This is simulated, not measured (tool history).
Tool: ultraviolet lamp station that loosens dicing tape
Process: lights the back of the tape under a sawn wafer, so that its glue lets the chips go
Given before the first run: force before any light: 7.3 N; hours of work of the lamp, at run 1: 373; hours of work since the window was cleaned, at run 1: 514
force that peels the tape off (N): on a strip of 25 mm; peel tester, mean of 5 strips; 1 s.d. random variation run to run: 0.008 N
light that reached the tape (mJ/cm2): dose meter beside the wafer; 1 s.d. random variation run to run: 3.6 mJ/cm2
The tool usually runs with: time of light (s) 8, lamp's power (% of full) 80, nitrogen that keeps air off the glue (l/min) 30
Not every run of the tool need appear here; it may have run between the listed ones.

run    hour  time of light (s)  lamp's power (% of full)  nitrogen that keeps air off the glue (l/min)  hours of work of the lamp  hours of work since the window was cleaned  force that peels the tape off (N)  light that reached the tape (mJ/cm2)
  1     0.0                  8                        80                                            30                        373                                         514                              0.384                                   502
  2    26.9                  8                        85                                            30                        392                                         533                              0.364                                   523
  3    57.8                  8                        85                                            30                        413                                         555                              0.366                                   519
  4    90.0                  8                        80                                            30                        436                                         577                              0.417                                   484
  5   111.1                  8                        80                                            30                        451                                         592                              0.404                                   484
  6   127.9                  4                        80                                            30                        462                                         603                              1.299                                   239
      151.7  -- window cleaned of glue's vapour
  7   155.5                  8                        80                                            30                        481                                           3                              0.388                                   506
  8   178.5                  8                        80                                            30                        497                                          19                              0.403                                   501
  9   210.6                  8                        80                                            30                        520                                          41                              0.391                                   491
 10   226.6                  8                        77                                            30                        531                                          52                              0.415                                   481
 11   262.7                  8                        77                                            30                        556                                          78                              0.433                                   467
 12   278.7                  8                        77                                            30                        567                                          89                              0.427                                   468
 13   297.1                  8                        77                                            30                        580                                         101                              0.444                                   461
 14   321.7                  8                        77                                            30                        597                                         119                              0.425                                   459
 15   356.3                  8                        77                                            30                        621                                         143                              0.429                                   456
 16   371.6                  8                        77                                            30                        632                                         154                              0.448                                   457
 17   388.5                  8                        80                                            30                        644                                         165                              0.426                                   468
 18   414.0                  8                        80                                            30                        662                                         183                              0.411                                   456
 19   438.6                  8                        80                                            30                        679                                         200                              0.424                                   460
 20   474.5                  8                        80                                            30                        704                                         225                              0.445                                   449
 21   509.8                  8                        80                                            32                        729                                         250                              0.445                                   452
 22   539.0                 12                        96                                            49                        749                                         271                              0.249                                   802
 23   556.6                 12                        65                                            17                        761                                         283                              0.437                                   534
 24   586.2                  8                        80                                            53                        782                                         303                              0.380                                   439
 25   614.4                  8                        80                                            53                        802                                         323                              0.394                                   435
 26   640.2                  8                        94                                            16                        820                                         341                              0.480                                   501
 27   662.1                  8                        94                                            16                        835                                         356                              0.493                                   503
 28   684.6                  8                        86                                            36                        851                                         372                              0.407                                   453
 29   720.1                  8                        86                                            36                        876                                         397                              0.417                                   451
 30   751.1                  8                        73                                            37                        897                                         419                              0.543                                   375
 31   774.8                  8                        64                                            37                        914                                         435                              0.701                                   331
 32   800.0                 12                        64                                            49                        931                                         453                              0.347                                   492
 33   826.5                  8                        96                                            22                        950                                         471                              0.463                                   490
 34   857.3                  5                        70                                            13                        971                                         493                              1.997                                   219
 35   887.6                  5                        70                                            13                        993                                         514                              2.087                                   220
 36   910.0                 10                        83                                            11                       1008                                         530                              0.620                                   504
 37   946.5                 14                        77                                            51                       1034                                         555                              0.272                                   648
 38   968.8                 11                        85                                            30                       1049                                         571                              0.324                                   555
 39   984.5                 11                        80                                            30                       1060                                         582                              0.365                                   524
 40  1015.4                 11                        73                                            30                       1082                                         603                              0.407                                   479
 41  1036.4                 14                        73                                            40                       1097                                         618                              0.295                                   601

Hidden condition of the tool, last listed run before each entry between runs versus first listed run after:
Between runs 6 and 7: window cleaned of glue's vapour (hour 151.7)
  lamp's light, % of a new lamp's: 85.9 -> 85.3; light that the window lets through, % of a clean one's: 94.6 -> 99.8
  difference, measured minus the result without the unlogged condition, force that peels the tape off (N): +0.372 -> +0.068; light that reached the tape (mJ/cm2): -56 -> -88
